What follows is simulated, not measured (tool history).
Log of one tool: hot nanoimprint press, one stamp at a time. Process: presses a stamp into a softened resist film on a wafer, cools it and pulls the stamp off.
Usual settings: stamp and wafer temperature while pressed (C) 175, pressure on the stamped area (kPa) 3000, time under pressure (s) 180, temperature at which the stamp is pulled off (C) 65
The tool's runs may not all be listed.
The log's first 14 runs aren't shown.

| run | day | stamp and wafer temperature while pressed (C) | pressure on the stamped area (kPa) | time under pressure (s) | temperature at which the stamp is pulled off (C) | resist left under the stamp's widest pad (angstrom) | greatest force while the stamp is pulled off (N) |
|---|---|---|---|---|---|---|---|
| 15 | 26.979 | 175 | 3000 | 180 | 65 | 1750 | 175 |
| 16 | 29.121 | 175 | 3000 | 180 | 65 | 1747 | 180 |
|  | 30.008 | stamp cleaned and given a new release coat |
| 17 | 31.388 | 168 | 3190 | 335 | 55 | 1761 | 179 |
|  | 31.688 | plate thermocouple calibrated |
| 18 | 34.175 | 175 | 3440 | 158 | 65 | 1720 | 163 |
| 19 | 36.662 | 186 | 1840 | 180 | 65 | 1474 | 174 |
|  | 38.088 | plate thermocouple calibrated, once more |
| 20 | 39.062 | 186 | 1840 | 180 | 58 | 1541 | 200 |
| 21 | 41.062 | 186 | 1840 | 145 | 58 | 1659 | 202 |
|  | 41.862 | stamp cleaned and given a new release coat |
| 22 | 43.492 | 175 | 2640 | 180 | 62 | 1885 | 166 |
| 23 | 45.529 | 174 | 3000 | 150 | 60 | 1957 | 182 |
| 24 | 48.054 | 170 | 4230 | 150 | 65 | 1978 | 174 |
| 25 | 49.742 | 175 | 3000 | 175 | 65 | 1810 | 181 |
| 26 | 51.367 | 175 | 3000 | 175 | 65 | 1813 | 180 |
|  | 53.25 | press's hydraulic seals changed and the load cell set to zero |
|  | 53.646 | stamp cleaned and given a new release coat |
| 27 | 53.842 | 170 | 1900 | 249 | 67 | 2153 | 154 |
| 28 | 55.871 | 184 | 3000 | 180 | 65 | 1312 | 164 |
| 29 | 57.679 | 177 | 3540 | 180 | 70 | 1552 | 161 |
| 30 | 58.788 | 177 | 3540 | 180 | 70 | 1551 | 163 |

3 ways to go on from here, each from the tool as it stands after run 30. What would each give?
| A | 59.962 | 170 | 3000 | 180 | 70 | ? | ? |
| B | 59.962 | 175 | 3000 | 259 | 68 | ? | ? |
| C | 59.962 | 175 | 3000 | 281 | 65 | ? | ? |

| run | resist left under the stamp's widest pad (angstrom) | greatest force while the stamp is pulled off (N) |
|---|---|---|
| A | 2048 | 163 |
| B | 1559 | 175 |
| C | 1515 | 174 |
Without the tool's hidden state the same runs would have given:
| run | resist left under the stamp's widest pad (angstrom) | greatest force while the stamp is pulled off (N) |
|---|---|---|
| A | 2065 | 148 |
| B | 1574 | 158 |
| C | 1530 | 158 |

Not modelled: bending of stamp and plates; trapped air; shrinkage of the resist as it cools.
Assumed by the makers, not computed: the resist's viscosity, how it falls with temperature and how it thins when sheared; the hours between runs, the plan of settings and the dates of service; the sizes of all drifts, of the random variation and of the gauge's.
